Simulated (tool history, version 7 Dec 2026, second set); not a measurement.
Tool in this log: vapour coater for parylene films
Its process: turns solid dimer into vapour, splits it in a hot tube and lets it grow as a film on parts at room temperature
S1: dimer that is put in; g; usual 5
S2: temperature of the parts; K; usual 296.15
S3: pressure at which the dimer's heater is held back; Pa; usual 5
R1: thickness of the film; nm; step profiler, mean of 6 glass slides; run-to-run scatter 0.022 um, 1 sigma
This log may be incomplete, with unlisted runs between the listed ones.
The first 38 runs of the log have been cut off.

run	day	S1	S2	S3	R1
39	99.046	6	306.15	6.52	900
40	100.908	9	306.15	11.2	1250
41	102.983	9	306.15	7.15	1340
42	106.079	9	306.15	7.15	1420
43	109.558	2	306.15	4.26	330
44	111.725	4	299.15	5.91	850
45	113.638	4	299.15	5.91	810
46	117.267	5	301.15	2.49	1030
# day 117.733: trap's valve overhauled
47	121.138	5	296.15	3.45	1280

Consider 4 possible next runs. They are alternatives, not a sequence: every one starts from the tool as it was left by run 47. What does each give?
A	123.4	2	296.15	3.55	?
B	123.4	8	308.15	5.45	?
C	123.4	3	292.15	5.75	?
D	123.4	4	292.15	5	?

run	R1
A	530
B	1170
C	870
D	1210
Had the tool no hidden state, the same runs would have come out as:
run	R1
A	530
B	1170
C	870
D	1210

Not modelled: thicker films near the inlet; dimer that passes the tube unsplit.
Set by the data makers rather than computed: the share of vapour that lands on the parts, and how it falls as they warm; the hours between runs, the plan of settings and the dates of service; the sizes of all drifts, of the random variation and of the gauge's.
